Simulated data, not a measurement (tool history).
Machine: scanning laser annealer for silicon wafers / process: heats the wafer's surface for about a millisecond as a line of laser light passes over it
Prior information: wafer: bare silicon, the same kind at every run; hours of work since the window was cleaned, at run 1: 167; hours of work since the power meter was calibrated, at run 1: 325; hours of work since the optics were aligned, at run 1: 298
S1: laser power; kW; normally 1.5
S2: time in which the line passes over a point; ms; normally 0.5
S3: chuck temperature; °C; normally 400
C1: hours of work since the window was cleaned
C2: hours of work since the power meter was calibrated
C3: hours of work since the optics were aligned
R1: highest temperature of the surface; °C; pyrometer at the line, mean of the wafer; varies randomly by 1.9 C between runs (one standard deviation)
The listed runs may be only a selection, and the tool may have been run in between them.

{"run": 1, "hour": 0.0, "S1": 1.5, "S2": 0.5, "S3": 400, "C1": 167, "C2": 325, "C3": 298, "R1": 1110}
{"run": 2, "hour": 19.9, "S1": 1.5, "S2": 0.5, "S3": 400, "C1": 181, "C2": 339, "C3": 312, "R1": 1109}
{"run": 3, "hour": 39.2, "S1": 1.5, "S2": 0.5, "S3": 400, "C1": 195, "C2": 353, "C3": 325, "R1": 1108}
{"run": 4, "hour": 60.7, "S1": 1.5, "S2": 0.5, "S3": 400, "C1": 210, "C2": 368, "C3": 341, "R1": 1104}
{"run": 5, "hour": 72.9, "S1": 1.5, "S2": 0.5, "S3": 435, "C1": 219, "C2": 377, "C3": 349, "R1": 1139}
{"run": 6, "hour": 92.7, "S1": 1.5, "S2": 0.536, "S3": 435, "C1": 233, "C2": 391, "C3": 364, "R1": 1165}
{"run": 7, "hour": 108.6, "S1": 1.5, "S2": 0.422, "S3": 365, "C1": 244, "C2": 402, "C3": 375, "R1": 998}
{"run": 8, "hour": 131.7, "S1": 1.344, "S2": 0.47, "S3": 428, "C1": 260, "C2": 419, "C3": 391, "R1": 1009}
{"run": 9, "hour": 155.5, "S1": 1.294, "S2": 0.409, "S3": 400, "C1": 277, "C2": 436, "C3": 408, "R1": 911}
{"run": 10, "hour": 178.8, "S1": 1.523, "S2": 0.409, "S3": 400, "C1": 294, "C2": 452, "C3": 425, "R1": 1029}
{"run": 11, "hour": 196.3, "S1": 1.303, "S2": 0.5, "S3": 417, "C1": 306, "C2": 465, "C3": 437, "R1": 990}

Predict each of these 3 candidate next runs independently; none follows another, all start after run 11:
{"run": "A", "hour": 213.2, "S1": 1.374, "S2": 0.5, "S3": 439, "C1": 318, "C2": 477, "C3": 449, "R1": "?"}
{"run": "B", "hour": 213.2, "S1": 1.303, "S2": 0.579, "S3": 385, "C1": 318, "C2": 477, "C3": 449, "R1": "?"}
{"run": "C", "hour": 213.2, "S1": 1.5, "S2": 0.62, "S3": 414, "C1": 318, "C2": 477, "C3": 449, "R1": "?"}

run=A R1=1050
run=B R1=1012
run=C R1=1193
Without the tool's unlogged condition, the same runs would have read:
run=A R1=1094
run=B R1=1056
run=C R1=1248

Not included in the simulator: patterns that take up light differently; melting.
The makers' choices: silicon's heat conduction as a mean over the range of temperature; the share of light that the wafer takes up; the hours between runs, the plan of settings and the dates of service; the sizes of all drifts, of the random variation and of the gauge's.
